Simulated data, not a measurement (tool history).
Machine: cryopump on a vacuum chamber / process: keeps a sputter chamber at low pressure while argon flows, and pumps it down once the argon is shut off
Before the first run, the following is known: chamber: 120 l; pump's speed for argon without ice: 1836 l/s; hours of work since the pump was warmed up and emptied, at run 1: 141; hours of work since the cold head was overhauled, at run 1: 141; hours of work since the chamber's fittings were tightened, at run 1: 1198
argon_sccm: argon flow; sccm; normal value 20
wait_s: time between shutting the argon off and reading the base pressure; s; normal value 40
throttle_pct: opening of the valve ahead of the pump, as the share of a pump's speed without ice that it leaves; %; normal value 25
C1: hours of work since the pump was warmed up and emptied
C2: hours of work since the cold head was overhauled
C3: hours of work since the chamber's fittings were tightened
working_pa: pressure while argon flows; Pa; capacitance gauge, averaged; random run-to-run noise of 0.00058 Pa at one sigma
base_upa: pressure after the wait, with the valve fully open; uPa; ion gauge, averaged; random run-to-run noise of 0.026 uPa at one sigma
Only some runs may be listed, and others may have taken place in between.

Run 1, hour 0: usual settings; C1 141; C2 141; C3 1198. Result: working_pa 0.0756 Pa, base_upa 2.72 uPa.
Run 2, hour 21.9: usual settings; C1 152; C2 152; C3 1209. Result: working_pa 0.075 Pa, base_upa 2.66 uPa.
Run 3, hour 39.5: usual settings; C1 160; C2 160; C3 1218. Result: working_pa 0.0753 Pa, base_upa 2.73 uPa.
Run 4, hour 50.7: usual settings; C1 166; C2 166; C3 1223. Result: working_pa 0.0751 Pa, base_upa 2.7 uPa.
Run 5, hour 67.8: usual settings; C1 174; C2 174; C3 1231. Result: working_pa 0.0761 Pa, base_upa 2.79 uPa.
Run 6, hour 85.5: usual settings; C1 183; C2 183; C3 1240. Result: working_pa 0.0762 Pa, base_upa 2.77 uPa.
Run 7, hour 96.2: usual settings; C1 188; C2 188; C3 1245. Result: working_pa 0.0767 Pa, base_upa 2.83 uPa.
Run 8, hour 109.3: usual settings; C1 195; C2 195; C3 1252. Result: working_pa 0.0762 Pa, base_upa 2.87 uPa.
Run 9, hour 118.6: usual settings but argon_sccm 15 sccm; C1 199; C2 199; C3 1257. Result: working_pa 0.057 Pa, base_upa 2.82 uPa.
Run 10, hour 139.3: usual settings but wait_s 21 s; C1 210; C2 210; C3 1267. Result: working_pa 0.0759 Pa, base_upa 3.8 uPa.
Run 11, hour 161.6: usual settings but throttle_pct 48 %; C1 221; C2 221; C3 1278. Result: working_pa 0.0409 Pa, base_upa 2.87 uPa.
Run 12, hour 176: usual settings but throttle_pct 48 %; C1 228; C2 228; C3 1285. Result: working_pa 0.0415 Pa, base_upa 2.95 uPa.
Run 13, hour 190.6: usual settings; C1 235; C2 235; C3 1292. Result: working_pa 0.0771 Pa, base_upa 2.82 uPa.
Run 14, hour 211.8: usual settings; C1 245; C2 245; C3 1302. Result: working_pa 0.077 Pa, base_upa 2.94 uPa.
Run 15, hour 234: usual settings but wait_s 44 s; C1 256; C2 256; C3 1313. Result: working_pa 0.077 Pa, base_upa 2.88 uPa.
Run 16, hour 245.7: usual settings; C1 262; C2 262; C3 1319. Result: working_pa 0.0773 Pa, base_upa 3 uPa.
Run 17, hour 260.9: usual settings; C1 270; C2 270; C3 1327. Result: working_pa 0.0775 Pa, base_upa 3.07 uPa.
Run 18, hour 271.3: usual settings but argon_sccm 18 sccm, throttle_pct 51 %; C1 275; C2 275; C3 1332. Result: working_pa 0.0354 Pa, base_upa 2.97 uPa.
Run 19, hour 283.6: usual settings but wait_s 86 s, throttle_pct 17 %; C1 281; C2 281; C3 1338. Result: working_pa 0.1115 Pa, base_upa 2.52 uPa.
Run 20, hour 301.9: usual settings but argon_sccm 9 sccm, wait_s 117 s, throttle_pct 39 %; C1 290; C2 290; C3 1347. Result: working_pa 0.0224 Pa, base_upa 2.49 uPa.
Run 21, hour 323.3: usual settings but argon_sccm 29 sccm, wait_s 117 s, throttle_pct 15 %; C1 300; C2 300; C3 1357. Result: working_pa 0.1827 Pa, base_upa 2.45 uPa.
Run 22, hour 340.3: usual settings but argon_sccm 35 sccm, wait_s 35 s, throttle_pct 19 %; C1 309; C2 309; C3 1366. Result: working_pa 0.1755 Pa, base_upa 3.39 uPa.
Run 23, hour 360.9: usual settings but argon_sccm 32 sccm, wait_s 39 s, throttle_pct 22 %; C1 319; C2 319; C3 1376. Result: working_pa 0.1412 Pa, base_upa 3.1 uPa.
Run 24, hour 382.5: usual settings but argon_sccm 32 sccm, wait_s 39 s, throttle_pct 22 %; C1 329; C2 329; C3 1387. Result: working_pa 0.1397 Pa, base_upa 3.23 uPa.
Run 25, hour 396.5: usual settings but wait_s 87 s; C1 336; C2 336; C3 1394. Result: working_pa 0.0781 Pa, base_upa 2.74 uPa.
Run 26, hour 407.1: usual settings but argon_sccm 13 sccm, wait_s 46 s, throttle_pct 39 %; C1 342; C2 342; C3 1399. Result: working_pa 0.0334 Pa, base_upa 3.19 uPa.
Run 27, hour 422.8: usual settings but argon_sccm 13 sccm, wait_s 126 s, throttle_pct 39 %; C1 349; C2 349; C3 1407. Result: working_pa 0.033 Pa, base_upa 2.59 uPa.
Run 28, hour 441.8: usual settings but wait_s 110 s; C1 359; C2 359; C3 1416. Result: working_pa 0.0797 Pa, base_upa 2.64 uPa.
Run 29, hour 457.5: usual settings but argon_sccm 17 sccm, wait_s 107 s, throttle_pct 19 %; C1 366; C2 366; C3 1424. Result: working_pa 0.0865 Pa, base_upa 2.62 uPa.
Run 30, hour 471.6: usual settings but argon_sccm 17 sccm, wait_s 107 s, throttle_pct 19 %; C1 373; C2 373; C3 1431. Result: working_pa 0.0872 Pa, base_upa 2.79 uPa.
Run 31, hour 487.2: usual settings but argon_sccm 17 sccm, wait_s 107 s, throttle_pct 19 %; C1 381; C2 381; C3 1438. Result: working_pa 0.0866 Pa, base_upa 2.77 uPa.
Run 32, hour 497.5: usual settings but argon_sccm 19 sccm, wait_s 78 s; C1 386; C2 386; C3 1443. Result: working_pa 0.0745 Pa, base_upa 2.91 uPa.
Run 33, hour 509.8: usual settings but argon_sccm 19 sccm, wait_s 78 s; C1 392; C2 392; C3 1449. Result: working_pa 0.075 Pa, base_upa 2.88 uPa.
Run 34, hour 520.2: usual settings but argon_sccm 19 sccm, wait_s 78 s; C1 397; C2 397; C3 1455. Result: working_pa 0.0763 Pa, base_upa 2.85 uPa.

Alternative continuations, all from the tool just after run 34; predict every row:
At hour 525.5: leaking fittings of the chamber tightened, without venting.
Run A, hour 538: usual settings but wait_s 53 s; C1 405; C2 405; C3 6. Result: working_pa ?, base_upa ?.
At hour 525.5: leaking fittings of the chamber tightened, without venting.
Run B, hour 538: usual settings but argon_sccm 35 sccm; C1 405; C2 405; C3 6. Result: working_pa ?, base_upa ?.
At hour 525.5: leaking fittings of the chamber tightened, without venting.
Run C, hour 538: usual settings but argon_sccm 10 sccm, wait_s 30 s, throttle_pct 26 %; C1 405; C2 405; C3 6. Result: working_pa ?, base_upa ?.

run  working_pa  base_upa
  A      0.0789      0.97
  B      0.1378      1.24
  C      0.0382      1.48
The same runs, with their run-to-run variation unchanged, on a tool lacking any hidden condition would have given:
run  working_pa  base_upa
  A      0.0733      0.89
  B       0.128      1.15
  C      0.0354       1.4
